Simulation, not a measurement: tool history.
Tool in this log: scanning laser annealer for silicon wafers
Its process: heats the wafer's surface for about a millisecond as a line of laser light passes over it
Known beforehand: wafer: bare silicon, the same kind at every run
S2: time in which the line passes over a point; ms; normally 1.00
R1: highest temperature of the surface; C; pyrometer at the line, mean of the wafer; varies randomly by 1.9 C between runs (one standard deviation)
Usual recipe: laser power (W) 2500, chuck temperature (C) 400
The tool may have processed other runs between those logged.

Run 1, hour 0.0: usual settings. Result: R1 1182 C.
Run 2, hour 30.4: usual settings. Result: R1 1179 C.
Run 3, hour 62.7: usual settings. Result: R1 1181 C.
Run 4, hour 106.9: usual settings. Result: R1 1181 C.
Run 5, hour 132.7: usual settings. Result: R1 1179 C.
Run 6, hour 184.8: usual settings but chuck temperature (C) 403. Result: R1 1185 C.
Run 7, hour 213.9: usual settings but chuck temperature (C) 380. Result: R1 1162 C.
Run 8, hour 241.6: usual settings but chuck temperature (C) 380. Result: R1 1160 C.
Run 9, hour 285.0: usual settings but chuck temperature (C) 380. Result: R1 1160 C.
Run 10, hour 314.7: usual settings but S2 1.19 ms. Result: R1 1242 C.
Run 11, hour 368.2: usual settings but S2 0.99 ms. Result: R1 1178 C.
Run 12, hour 400.4: usual settings but S2 0.99 ms, chuck temperature (C) 436. Result: R1 1212 C.
Run 13, hour 436.6: usual settings. Result: R1 1183 C.
Run 14, hour 490.6: usual settings. Result: R1 1179 C.
Run 15, hour 540.1: usual settings but laser power (W) 2418, S2 1.19 ms. Result: R1 1212 C.
Run 16, hour 579.5: usual settings but laser power (W) 2676, S2 0.75 ms, chuck temperature (C) 383. Result: R1 1136 C.
Run 17, hour 613.3: usual settings but laser power (W) 2234, S2 0.75 ms, chuck temperature (C) 427. Result: R1 1030 C.
Run 18, hour 660.1: usual settings but laser power (W) 2651, S2 1.03 ms, chuck temperature (C) 431. Result: R1 1275 C.
Run 19, hour 685.7: usual settings but laser power (W) 2651, S2 0.97 ms, chuck temperature (C) 428. Result: R1 1254 C.
Run 20, hour 749.5: usual settings but laser power (W) 2651, S2 0.97 ms, chuck temperature (C) 428. Result: R1 1255 C.
Run 21, hour 780.3: usual settings but laser power (W) 2495, S2 0.98 ms, chuck temperature (C) 366. Result: R1 1137 C.
Run 22, hour 816.4: usual settings but S2 0.88 ms. Result: R1 1145 C.
Run 23, hour 867.7: usual settings but S2 0.88 ms, chuck temperature (C) 419. Result: R1 1159 C.
Run 24, hour 918.9: usual settings but S2 0.88 ms, chuck temperature (C) 419. Result: R1 1157 C.
Run 25, hour 968.6: usual settings but S2 0.88 ms, chuck temperature (C) 419. Result: R1 1159 C.
Run 26, hour 1020.8: usual settings but laser power (W) 2250, S2 0.88 ms, chuck temperature (C) 419. Result: R1 1072 C.
Run 27, hour 1047.2: usual settings but chuck temperature (C) 418. Result: R1 1201 C.

Withheld: 2 entries from between the runs. Position of each, and hidden state at the listed run before versus the listed run after:
Runs 11 to 12: window over the wafer cleaned (hour 390.6)
  light that passes the window, % of a clean one's: 99.92 -> 100
Runs 19 to 20: optics aligned, line set to its width (hour 704.4)
  width of the line over the set one, %: 0.03 -> 0
